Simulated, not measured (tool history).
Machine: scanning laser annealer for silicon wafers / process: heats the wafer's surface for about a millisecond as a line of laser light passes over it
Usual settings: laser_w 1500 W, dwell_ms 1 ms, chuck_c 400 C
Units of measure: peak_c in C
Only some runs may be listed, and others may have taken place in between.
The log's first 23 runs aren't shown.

run,day,laser_w,dwell_ms,chuck_c,hours of work since the window was cleaned,hours of work since the power meter was calibrated,hours of work since the optics were aligned,peak_c
24,8.142,1384,0.92,378,292,458,1175,1067
25,8.642,1572,1.09,429,301,466,1183,1288
26,8.942,1366,1,385,306,471,1188,1090
27,9.279,1632,1,385,312,477,1194,1246
28,9.567,1632,1,385,316,482,1199,1244
29,10.017,1592,0.74,379,324,489,1207,1101
30,10.479,1592,0.74,379,332,497,1214,1104
31,10.783,1592,0.74,379,337,502,1220,1100
32,11.004,1592,0.74,379,341,506,1223,1103
33,11.521,1592,0.74,379,350,515,1232,1105
34,11.904,1592,0.74,379,356,521,1239,1102
35,12.225,1592,0.74,379,362,527,1244,1104
# day 12.633: optics aligned, line set to its width
36,12.662,1554,1.12,374,365,531,1,1234
37,12.979,1554,1.12,374,371,536,6,1233
38,13.383,1554,1.12,374,378,543,13,1233

What will run 39 give?
39,13.721,1479,1.12,374,383,549,18,?

{"run 39": {"peak_c": 1192}}
With the hidden condition absent and the run-to-run variation left alone, this run would have shown peak_c 1192 C.
